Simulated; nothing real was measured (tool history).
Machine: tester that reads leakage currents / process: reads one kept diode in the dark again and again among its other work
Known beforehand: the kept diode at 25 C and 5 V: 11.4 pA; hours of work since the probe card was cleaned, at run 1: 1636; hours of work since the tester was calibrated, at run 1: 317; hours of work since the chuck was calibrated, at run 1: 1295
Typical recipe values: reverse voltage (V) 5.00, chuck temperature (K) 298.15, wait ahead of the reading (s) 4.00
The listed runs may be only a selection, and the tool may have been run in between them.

run    hour  reverse voltage (V)  chuck temperature (K)  wait ahead of the reading (s)  hours of work since the probe card was cleaned  hours of work since the tester was calibrated  hours of work since the chuck was calibrated  current that the tester gives (pA)
  1     0.0                 5.00                 298.15                           4.00                                            1636                                            317                                          1295                               11.72
  2    65.6                 5.00                 298.15                           3.38                                            1664                                            345                                          1322                               11.85
  3   123.7                 5.00                 298.15                           3.38                                            1688                                            369                                          1347                               11.74
  4   186.2                 5.00                 298.15                           3.38                                            1714                                            395                                          1373                               11.90
  5   228.2                 5.00                 303.15                           3.38                                            1732                                            413                                          1391                               17.37
  6   270.6                 5.00                 303.15                           5.18                                            1750                                            431                                          1408                               17.07
  7   334.0                 5.00                 316.15                           4.00                                            1776                                            457                                          1435                               44.47
  8   388.1                 5.00                 301.15                           4.00                                            1799                                            480                                          1458                               14.88
  9   438.8                 2.53                 298.15                           4.00                                            1820                                            501                                          1479                                9.10
 10   507.0                 5.00                 294.15                           4.00                                            1849                                            530                                          1508                                8.65
 11   564.0                 5.00                 294.15                           4.00                                            1873                                            554                                          1532                                8.66
 12   638.9                 5.00                 294.15                           4.00                                            1904                                            585                                          1563                                8.55
 13   679.3                 5.00                 298.15                           4.00                                            1921                                            602                                          1580                               11.76
 14   747.0                 3.72                 331.15                           1.43                                            1949                                            631                                          1608                              110.38
 15   821.8                 3.34                 314.15                           2.46                                            1981                                            662                                          1640                               33.75
 16   869.6                 6.12                 308.15                           9.52                                            2001                                            682                                          1660                               26.75
 17   938.4                 5.00                 293.15                           2.96                                            2030                                            711                                          1689                                8.00
 18   971.0                 5.90                 298.15                           6.82                                            2044                                            725                                          1702                               12.50
 19  1040.8                 5.90                 298.15                           6.82                                            2073                                            754                                          1732                               12.39
 20  1109.0                 5.00                 307.15                           2.99                                            2101                                            783                                          1760                               23.45
 21  1155.2                 1.87                 303.15                           0.48                                            2121                                            802                                          1780                               12.83
 22  1201.9                 1.87                 303.15                           0.48                                            2140                                            822                                          1799                               12.76
 23  1243.5                 7.29                 298.15                           4.00                                            2158                                            839                                          1817                               13.57
 24  1289.6                12.03                 298.15                           4.00                                            2177                                            858                                          1836                               16.47
 25  1336.5                12.03                 316.15                           5.08                                            2197                                            878                                          1856                               61.08
 26  1391.8                 5.00                 298.15                           9.28                                            2220                                            901                                          1879                               11.72

3 ways to go on from here, each from the tool as it stands after run 26. What would each give?
  A  1458.5                 5.00                 298.15                           0.31                                            2248                                            929                                          1907                                   ?
  B  1458.5                 7.38                 302.15                           3.99                                            2248                                            929                                          1907                                   ?
  C  1458.5                 3.46                 298.15                           9.28                                            2248                                            929                                          1907                                   ?

run  current that the tester gives (pA)
  A                               15.18
  B                               18.67
  C                               10.26
Had the tool no hidden state, the same runs would have come out as:
run  current that the tester gives (pA)
  A                               15.17
  B                               18.66
  C                               10.25
